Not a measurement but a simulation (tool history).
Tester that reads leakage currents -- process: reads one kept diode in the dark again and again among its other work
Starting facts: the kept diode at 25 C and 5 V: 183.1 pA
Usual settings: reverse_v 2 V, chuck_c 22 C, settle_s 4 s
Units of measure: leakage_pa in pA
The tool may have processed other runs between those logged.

run	day	reverse_v	chuck_c	settle_s	leakage_pa
1	0	2	22	4	96.87
2	0.688	4.82	22	4	136.15
3	1.579	4.82	22	4	135.07
4	2.925	4.82	22	4	134.31
5	3.842	4.82	22	4	134.95
6	4.4	4.82	22	4	134.06
7	5.229	4.82	22	4	134.27
8	6.6	4.82	22	4	133.91
9	7.233	2	22	4	94.84
# day 8.004: chuck's temperature calibrated
10	8.3	2	22	4	111.99
11	9.25	2	22	4	111.54
12	9.8	2	22	4	111.53
13	10.833	2	22	1.19	111.59
14	11.396	2	22	1.19	111.42
15	12.542	2	22	1.19	111.1
16	13.204	2	22	1.19	110.77
# day 13.454: probe card cleaned and baked
17	14.162	2	22	1.19	112.35
18	15.054	2	41	1.19	405.14
19	16.35	2	22	4	111.92
20	17.329	2	22	4	111.85
21	18.558	2	48	4	619.99
22	19.738	3.34	48	5.37	739.52
23	20.308	10.43	34	3.59	468.11
# day 21.129: probe card cleaned and baked, once more
24	21.629	1.6	44	4.28	435.67
25	22.617	2.03	44	0.99	472.71
26	23.579	2.76	20	1.22	99.06
27	24.262	3.67	20	4	109.18
28	25.558	1.43	22	4	90.81
29	26.767	1.43	22	4	90.79
30	27.562	2	22	2.31	101.7
31	28.592	2.62	27	7.42	160.91
32	29.912	2.62	27	7.42	159.07
33	31.112	2.62	27	7.42	158.98
34	31.671	2	22	4.72	100.45
35	32.662	4.27	31	0.42	252.5
36	33.462	2	25	7.57	124.04
37	34.454	2	35	5.56	250.92
38	35.108	6.33	24	0.91	174.25
39	36.392	1.41	24	9.83	100.73

5 options for the next run, each taken on its own from the tool as it stands now. Forecast them:
A	37.375	15.09	21	4	?
B	37.375	1.1	22	4	?
C	37.375	3.63	60	0.32	?
D	37.375	2	26	4.8	?
E	37.375	17.29	33	3.25	?

run	leakage_pa
A	188.68
B	79.99
C	1491.51
D	130.95
E	462.69
The same runs, with their run-to-run variation unchanged, on a tool lacking any hidden condition would have given:
run	leakage_pa
A	201.92
B	87.4
C	1601.83
D	142.66
E	498.32
